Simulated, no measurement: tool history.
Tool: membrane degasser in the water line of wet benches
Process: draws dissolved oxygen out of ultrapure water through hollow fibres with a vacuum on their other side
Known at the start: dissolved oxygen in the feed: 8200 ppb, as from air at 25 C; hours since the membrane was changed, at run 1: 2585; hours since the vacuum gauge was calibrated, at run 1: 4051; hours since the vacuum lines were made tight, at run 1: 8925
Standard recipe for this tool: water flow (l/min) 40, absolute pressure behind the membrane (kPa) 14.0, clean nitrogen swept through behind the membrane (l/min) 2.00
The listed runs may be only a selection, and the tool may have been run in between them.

run	hour	water flow (l/min)	absolute pressure behind the membrane (kPa)	clean nitrogen swept through behind the membrane (l/min)	hours since the membrane was changed	hours since the vacuum gauge was calibrated	hours since the vacuum lines were made tight	dissolved oxygen in the water behind the degasser (ppb)	pressure that the water loses in the fibres (kPa)
1	0.0	40	14.0	2.00	2585	4051	8925	477.5	62.48
2	33.5	40	14.0	2.00	2618	4084	8958	474.3	62.81
3	86.3	40	14.0	2.00	2671	4137	9011	471.6	62.88
4	121.4	40	14.0	2.00	2706	4172	9046	474.1	63.03
5	160.1	40	14.0	2.00	2745	4211	9085	474.5	63.05
6	199.3	40	26.3	2.00	2784	4250	9124	948.6	62.94
7	251.9	40	30.3	2.00	2837	4303	9177	1085.0	63.25
# hour 262.1: vacuum gauge calibrated
8	316.6	40	14.0	2.00	2901	54	9241	467.6	63.02
9	357.2	40	14.0	2.00	2941	95	9281	468.5	63.37
10	397.7	40	14.0	2.00	2982	136	9322	467.3	62.73
11	431.2	40	14.0	2.00	3015	169	9355	470.0	63.18
12	462.7	42	14.0	2.00	3047	201	9387	485.9	66.36
13	508.2	42	14.0	2.00	3092	246	9432	484.1	66.45
14	577.8	42	14.0	2.00	3162	316	9502	489.8	66.56
15	651.0	42	14.0	2.00	3235	389	9575	487.9	66.67
16	705.2	42	14.0	2.00	3289	443	9629	487.6	66.52
17	774.6	42	14.0	2.00	3359	512	9699	488.9	66.33
18	825.9	40	9.1	1.64	3410	564	9750	314.2	63.13
19	878.1	40	9.1	1.64	3462	616	9802	314.2	63.55
20	917.0	40	10.3	5.06	3501	655	9841	141.2	63.25
21	973.9	40	10.3	5.06	3558	712	9898	142.0	63.30
22	1046.3	53	10.3	5.00	3630	784	9970	199.2	83.87
23	1086.3	60	30.5	5.06	3670	824	10010	737.6	95.44
24	1138.2	56	24.3	4.21	3722	876	10062	638.1	88.99
25	1187.6	56	24.3	4.21	3772	925	10112	637.1	89.09
26	1242.0	44	13.1	1.73	3826	980	10166	531.4	69.71
27	1292.7	44	13.1	1.73	3877	1031	10217	530.4	69.65
28	1337.3	44	13.1	1.73	3921	1075	10261	533.7	69.72
29	1383.6	40	14.0	2.90	3968	1121	10308	343.6	63.20
30	1436.3	40	14.0	2.90	4020	1174	10360	345.4	63.85
31	1506.7	40	14.0	2.90	4091	1245	10431	342.0	63.77
32	1573.5	36	26.7	4.28	4158	1311	10498	458.0	57.31

Measured minus without-hidden-state, run by run (identical run-to-run variation in each term; gauge scatter may differ):
Hidden state present: membrane still open, %; true pressure behind the membrane over the reading, kPa; air that leaks in behind the membrane, l/min; drift of the gauge itself on oxygen_ppb, %; drift of the gauge itself on loss_of_pressure_kpa, %.
run	dissolved oxygen in the water behind the degasser (ppb)	pressure that the water loses in the fibres (kPa)
1	+11.4	+1.18
2	+11.4	+1.21
3	+11.5	+1.23
4	+11.7	+1.25
5	+11.8	+1.27
6	+13.7	+1.29
7	+14.4	+1.31
8	+4.1	+1.34
9	+4.2	+1.36
10	+4.3	+1.37
11	+4.4	+1.39
12	+4.5	+1.48
13	+4.6	+1.51
14	+5.0	+1.54
15	+5.1	+1.58
16	+5.2	+1.60
17	+5.5	+1.64
18	+4.6	+1.58
19	+4.9	+1.61
20	+3.2	+1.64
21	+3.4	+1.65
22	+5.8	+2.24
23	+9.7	+2.57
24	+8.9	+2.44
25	+8.9	+2.47
26	+7.0	+1.96
27	+7.3	+1.98
28	+7.4	+2.01
29	+6.0	+1.85
30	+6.1	+1.89
31	+6.2	+1.92
32	+7.1	+1.74
